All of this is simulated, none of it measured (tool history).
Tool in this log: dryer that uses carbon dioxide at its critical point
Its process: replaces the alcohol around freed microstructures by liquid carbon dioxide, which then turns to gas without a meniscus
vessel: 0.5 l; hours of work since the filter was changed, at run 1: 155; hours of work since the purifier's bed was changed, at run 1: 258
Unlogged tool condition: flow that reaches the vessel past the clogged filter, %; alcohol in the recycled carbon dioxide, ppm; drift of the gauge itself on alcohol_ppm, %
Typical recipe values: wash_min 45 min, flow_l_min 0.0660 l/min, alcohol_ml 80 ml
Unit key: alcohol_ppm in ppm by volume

run   hour  wash_min  flow_l_min  alcohol_ml  hours of work since the filter was changed  hours of work since the purifier's bed was changed  alcohol_ppm
  1    0.0        45      0.0660          80                                         155                                                 258         1808
  2    6.4        66      0.0660          80                                         160                                                 263          262
  3   13.9        66      0.0660          80                                         166                                                 269          262
  4   19.3        45      0.0660          80                                         170                                                 274         1888
  5   27.8        29      0.0660          80                                         177                                                 280         9187
  6   32.9        29      0.0660          80                                         181                                                 284         9113
  7   39.3        49      0.0660          80                                         186                                                 289         1319
  8   45.8        49      0.0660          80                                         191                                                 294         1309
  9   55.9        45      0.0660          80                                         199                                                 302         1977
 10   60.6        45      0.0660          80                                         203                                                 306         1927
 11   71.7        45      0.0515          80                                         211                                                 315         5022
 12   81.7        45      0.0515          80                                         219                                                 323         5008
 13   91.0        45      0.0870          80                                         227                                                 330          561
 14  102.3        45      0.0660          39                                         236                                                 339         1021
 15  110.4        45      0.0660          39                                         242                                                 345         1023
     116.0  -- inlet filter changed
 16  116.6        45      0.0660          39                                           1                                                 349          760
 17  127.1        45      0.0981          39                                           9                                                 358          121
 18  134.0        45      0.0981          39                                          14                                                 363          125
 19  144.6        45      0.0981          39                                          23                                                 371          125
 20  151.3        45      0.0774          80                                          28                                                 377          761
 21  162.6        45      0.0774          80                                          37                                                 386          767
 22  169.7        45      0.0774          67                                          42                                                 391          656
 23  175.1        45      0.0774          67                                          47                                                 395          663
 24  183.1        56      0.0660          80                                          53                                                 402          560
 25  187.6        49      0.0447          86                                          56                                                 405         5431
 26  198.0        65      0.1004          87                                          65                                                 413           54
 27  204.9        45      0.0874         119                                          70                                                 419          635
 28  211.3        30      0.0874          51                                          75                                                 424         1929
 29  218.4        59      0.0636          46                                          81                                                 430          334
 30  225.0        53      0.0660         106                                          86                                                 435         1013
 31  235.4        39      0.1104          29                                          94                                                 443          139
 32  244.7        36      0.0732         111                                         101                                                 450         4099
 33  250.0        28      0.0723          68                                         106                                                 454         6157
 34  257.2        43      0.0975          51                                         111                                                 460          236
 35  261.9        43      0.0975          51                                         115                                                 464          234
 36  267.3        34      0.0587          80                                         119                                                 468         7618
 37  272.5        34      0.0587          80                                         123                                                 472         7339
 38  283.0        34      0.0739          55                                         132                                                 480         2525
 39  292.7        30      0.0746         111                                         139                                                 488         7656
 40  303.4        30      0.0943          92                                         148                                                 496         2810
 41  309.5        45      0.0660          59                                         152                                                 501         1352
 42  319.2        35      0.0502          80                                         160                                                 509        11040
 43  328.8        32      0.0481          37                                         168                                                 517         7064
 44  334.4        32      0.0481          37                                         172                                                 521         7187
 45  341.2        37      0.0703         117                                         177                                                 526         4954
 46  352.0        38      0.0660          48                                         186                                                 535         2296
 47  362.9        39      0.0585          80                                         194                                                 543         5311

Run by run, hidden condition taken away, random variation retained:
run  alcohol_ppm
  1         1465
  2          175
  3          175
  4         1503
  5         7938
  6         7852
  7         1004
  8          990
  9         1519
 10         1474
 11         4059
 12         4020
 13          367
 14          738
 15          735
 16          724
 17           85
 18           87
 19           85
 20          694
 21          692
 22          581
 23          584
 24          480
 25         5123
 26           11
 27          532
 28         1745
 29          259
 30          859
 31           81
 32         3640
 33         5608
 34          158
 35          156
 36         6872
 37         6595
 38         2166
 39         6708
 40         2336
 41         1086
 42         9791
 43         6304
 44         6397
 45         4064
 46         1857
 47         4388
